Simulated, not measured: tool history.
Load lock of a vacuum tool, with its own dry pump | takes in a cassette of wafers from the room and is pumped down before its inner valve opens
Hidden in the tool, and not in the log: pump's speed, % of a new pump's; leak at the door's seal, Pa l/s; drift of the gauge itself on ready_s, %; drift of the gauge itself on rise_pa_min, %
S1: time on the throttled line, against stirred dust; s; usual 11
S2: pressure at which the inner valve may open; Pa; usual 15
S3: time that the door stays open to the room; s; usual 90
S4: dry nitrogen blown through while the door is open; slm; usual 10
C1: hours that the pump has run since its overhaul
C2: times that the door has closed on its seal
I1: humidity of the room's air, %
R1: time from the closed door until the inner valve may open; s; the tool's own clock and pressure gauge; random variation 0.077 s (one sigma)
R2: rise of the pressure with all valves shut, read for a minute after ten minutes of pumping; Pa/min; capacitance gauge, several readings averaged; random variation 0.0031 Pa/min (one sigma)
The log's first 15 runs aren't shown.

run	day	S1	S2	S3	S4	C1	C2	I1	R1	R2
16	47.438	11	15	90	8	1844	11118	48.7	19.12	0.145
17	50.229	11	12	232	5	1911	11375	44.3	19.5	0.195
18	53.3	11	12	232	5	1984	11658	41.7	19.49	0.189
19	55.258	11	22	33	10	2031	11838	46.4	18.77	0.116
20	58.788	11	22	33	10	2116	12162	45.3	18.77	0.12
21	61.367	11	22	33	10	2178	12400	45.8	18.91	0.121
22	64.229	7	25	221	8	2247	12663	44.5	15.17	0.19
23	67.588	7	17	90	8	2327	12972	45.6	15.66	0.151
24	69.812	7	17	90	8	2381	13177	44.2	15.63	0.157
25	72.338	7	17	170	9	2441	13409	44.4	15.69	0.178
26	74.896	11	15	40	38	2503	13644	48.1	19.28	0.108
27	76.912	11	15	40	38	2551	13830	44.7	19.2	0.108
28	78.838	17	15	60	38	2597	14007	46.5	24.33	0.114
29	81.538	11	15	90	26	2662	14255	43.2	19.15	0.133
30	84.642	11	15	90	26	2736	14541	48.8	19.27	0.14
31	88.558	22	20	29	12	2830	14901	42	28.15	0.125

Forecast each of these 5 alternatives for the next run:
A	91.467	12	12	27	12	2900	15169	46.3	?	?
B	91.467	11	15	93	10	2900	15169	45.1	?	?
C	91.467	11	15	55	10	2900	15169	44.3	?	?
D	91.467	19	20	85	4	2900	15169	45.8	?	?
E	91.467	11	15	90	43	2900	15169	48	?	?

run	R1	R2
A	20.31	0.132
B	19.26	0.164
C	19.28	0.155
D	25.64	0.178
E	19.25	0.134
Without the tool's hidden state the same runs would have given:
run	R1	R2
A	20.11	0.053
B	19.06	0.086
C	19.08	0.075
D	25.48	0.1
E	19.04	0.055
